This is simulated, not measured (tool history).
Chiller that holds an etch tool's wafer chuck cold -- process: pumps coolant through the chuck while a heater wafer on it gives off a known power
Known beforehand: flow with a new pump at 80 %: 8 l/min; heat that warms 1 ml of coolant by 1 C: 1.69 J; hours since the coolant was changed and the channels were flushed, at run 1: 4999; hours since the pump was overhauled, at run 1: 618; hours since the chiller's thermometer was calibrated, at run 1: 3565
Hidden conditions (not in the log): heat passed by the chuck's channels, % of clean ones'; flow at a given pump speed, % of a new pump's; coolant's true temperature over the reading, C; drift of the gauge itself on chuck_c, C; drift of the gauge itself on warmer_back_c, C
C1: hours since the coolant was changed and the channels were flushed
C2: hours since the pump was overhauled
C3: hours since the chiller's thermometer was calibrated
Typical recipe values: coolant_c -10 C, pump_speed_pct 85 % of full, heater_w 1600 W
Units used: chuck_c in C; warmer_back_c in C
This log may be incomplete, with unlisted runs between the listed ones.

{"run": 1, "hour": 0.0, "coolant_c": -10, "pump_speed_pct": 85, "heater_w": 1600, "C1": 4999, "C2": 618, "C3": 3565, "chuck_c": 6.3, "warmer_back_c": 6.75}
{"run": 2, "hour": 34.6, "coolant_c": -10, "pump_speed_pct": 85, "heater_w": 1600, "C1": 5034, "C2": 653, "C3": 3600, "chuck_c": 6.2, "warmer_back_c": 6.69}
{"run": 3, "hour": 61.4, "coolant_c": -10, "pump_speed_pct": 85, "heater_w": 1600, "C1": 5061, "C2": 680, "C3": 3627, "chuck_c": 6.3, "warmer_back_c": 6.8}
{"run": 4, "hour": 103.4, "coolant_c": -10, "pump_speed_pct": 85, "heater_w": 1600, "C1": 5103, "C2": 722, "C3": 3669, "chuck_c": 6.2, "warmer_back_c": 6.77}
{"run": 5, "hour": 121.3, "coolant_c": -10, "pump_speed_pct": 85, "heater_w": 1600, "C1": 5121, "C2": 740, "C3": 3687, "chuck_c": 6.3, "warmer_back_c": 6.74}
{"run": 6, "hour": 141.9, "coolant_c": -10, "pump_speed_pct": 85, "heater_w": 1600, "C1": 5141, "C2": 760, "C3": 3707, "chuck_c": 6.2, "warmer_back_c": 6.77}
{"run": 7, "hour": 173.8, "coolant_c": -10, "pump_speed_pct": 85, "heater_w": 1600, "C1": 5173, "C2": 792, "C3": 3739, "chuck_c": 6.3, "warmer_back_c": 6.76}
{"run": 8, "hour": 197.2, "coolant_c": -10, "pump_speed_pct": 85, "heater_w": 2356, "C1": 5197, "C2": 815, "C3": 3763, "chuck_c": 13.8, "warmer_back_c": 9.95}
{"run": 9, "hour": 222.3, "coolant_c": -10, "pump_speed_pct": 85, "heater_w": 1096, "C1": 5222, "C2": 841, "C3": 3788, "chuck_c": 1.4, "warmer_back_c": 4.66}
{"hour": 235.4, "done": "chiller's thermometer calibrated"}
{"run": 10, "hour": 256.9, "coolant_c": -10, "pump_speed_pct": 85, "heater_w": 1096, "C1": 5255, "C2": 874, "C3": 21, "chuck_c": 0.7, "warmer_back_c": 4.63}
{"run": 11, "hour": 289.3, "coolant_c": -19, "pump_speed_pct": 85, "heater_w": 1096, "C1": 5288, "C2": 907, "C3": 54, "chuck_c": -8.3, "warmer_back_c": 4.63}
{"run": 12, "hour": 315.9, "coolant_c": -19, "pump_speed_pct": 85, "heater_w": 1096, "C1": 5314, "C2": 933, "C3": 80, "chuck_c": -8.3, "warmer_back_c": 4.57}
{"run": 13, "hour": 344.8, "coolant_c": -10, "pump_speed_pct": 85, "heater_w": 1600, "C1": 5343, "C2": 962, "C3": 109, "chuck_c": 6, "warmer_back_c": 6.8}
{"run": 14, "hour": 373.8, "coolant_c": -10, "pump_speed_pct": 85, "heater_w": 1600, "C1": 5372, "C2": 991, "C3": 138, "chuck_c": 5.8, "warmer_back_c": 6.81}
{"run": 15, "hour": 409.4, "coolant_c": -10, "pump_speed_pct": 85, "heater_w": 1600, "C1": 5408, "C2": 1027, "C3": 174, "chuck_c": 5.8, "warmer_back_c": 6.85}
{"run": 16, "hour": 445.1, "coolant_c": -10, "pump_speed_pct": 85, "heater_w": 1600, "C1": 5443, "C2": 1062, "C3": 210, "chuck_c": 5.8, "warmer_back_c": 6.75}
{"run": 17, "hour": 484.1, "coolant_c": -10, "pump_speed_pct": 96, "heater_w": 1951, "C1": 5482, "C2": 1101, "C3": 249, "chuck_c": 7.9, "warmer_back_c": 7.38}
{"hour": 491.5, "done": "coolant pump overhauled"}
{"run": 18, "hour": 531.0, "coolant_c": -10, "pump_speed_pct": 96, "heater_w": 1951, "C1": 5524, "C2": 39, "C3": 291, "chuck_c": 8, "warmer_back_c": 7.37}
{"run": 19, "hour": 555.1, "coolant_c": -12, "pump_speed_pct": 85, "heater_w": 1156, "C1": 5548, "C2": 64, "C3": 315, "chuck_c": -0.6, "warmer_back_c": 4.89}
{"run": 20, "hour": 581.6, "coolant_c": -16, "pump_speed_pct": 85, "heater_w": 1600, "C1": 5575, "C2": 90, "C3": 341, "chuck_c": -0.1, "warmer_back_c": 6.8}
{"run": 21, "hour": 610.1, "coolant_c": -16, "pump_speed_pct": 85, "heater_w": 1600, "C1": 5603, "C2": 119, "C3": 370, "chuck_c": -0.1, "warmer_back_c": 6.78}
{"run": 22, "hour": 638.9, "coolant_c": -18, "pump_speed_pct": 99, "heater_w": 1883, "C1": 5632, "C2": 147, "C3": 398, "chuck_c": -1.1, "warmer_back_c": 6.85}
{"hour": 648.2, "done": "coolant pump overhauled, once more"}
{"run": 23, "hour": 673.9, "coolant_c": -14, "pump_speed_pct": 85, "heater_w": 1757, "C1": 5662, "C2": 26, "C3": 429, "chuck_c": 3.5, "warmer_back_c": 7.52}
{"run": 24, "hour": 696.1, "coolant_c": -14, "pump_speed_pct": 85, "heater_w": 1109, "C1": 5684, "C2": 48, "C3": 451, "chuck_c": -3.1, "warmer_back_c": 4.62}
{"run": 25, "hour": 717.7, "coolant_c": -8, "pump_speed_pct": 60, "heater_w": 911, "C1": 5706, "C2": 70, "C3": 472, "chuck_c": 3.5, "warmer_back_c": 5.5}
{"run": 26, "hour": 758.9, "coolant_c": -14, "pump_speed_pct": 91, "heater_w": 911, "C1": 5747, "C2": 111, "C3": 513, "chuck_c": -5.3, "warmer_back_c": 3.57}
{"run": 27, "hour": 790.9, "coolant_c": -11, "pump_speed_pct": 72, "heater_w": 1532, "C1": 5779, "C2": 143, "C3": 545, "chuck_c": 6, "warmer_back_c": 7.67}
{"run": 28, "hour": 828.4, "coolant_c": -8, "pump_speed_pct": 82, "heater_w": 1740, "C1": 5817, "C2": 180, "C3": 583, "chuck_c": 9.9, "warmer_back_c": 7.67}
{"run": 29, "hour": 853.3, "coolant_c": -8, "pump_speed_pct": 82, "heater_w": 1740, "C1": 5842, "C2": 205, "C3": 608, "chuck_c": 9.8, "warmer_back_c": 7.68}
{"run": 30, "hour": 880.9, "coolant_c": -1, "pump_speed_pct": 85, "heater_w": 1600, "C1": 5869, "C2": 233, "C3": 636, "chuck_c": 15, "warmer_back_c": 6.82}
{"run": 31, "hour": 904.0, "coolant_c": -17, "pump_speed_pct": 61, "heater_w": 2324, "C1": 5892, "C2": 256, "C3": 659, "chuck_c": 11.9, "warmer_back_c": 13.77}

Some steps in chuck_c between neighbouring runs. How much of each would the tool show without its hidden state too (settings, what came in, random variation), and how much is left for the hidden state, with any gauge scatter that isn't in both results?
Run 7 -> 8: heater_w 1600 -> 2356. chuck_c +7.5 C: hidden state +0.6, all else +6.9.
Run 8 -> 9: heater_w 2356 -> 1096. chuck_c -12.4 C: hidden state -0.8, all else -11.6.
Run 12 -> 13: coolant_c -19 -> -10, heater_w 1096 -> 1600. chuck_c +14.3 C: hidden state +0.3, all else +14.
Run 26 -> 27: coolant_c -14 -> -11, pump_speed_pct 91 -> 72, heater_w 911 -> 1532. chuck_c +11.3 C: hidden state +0.6, all else +10.7.
Run 30 -> 31: coolant_c -1 -> -17, pump_speed_pct 85 -> 61, heater_w 1600 -> 2324. chuck_c -3.1 C: hidden state +0.9, all else -4.

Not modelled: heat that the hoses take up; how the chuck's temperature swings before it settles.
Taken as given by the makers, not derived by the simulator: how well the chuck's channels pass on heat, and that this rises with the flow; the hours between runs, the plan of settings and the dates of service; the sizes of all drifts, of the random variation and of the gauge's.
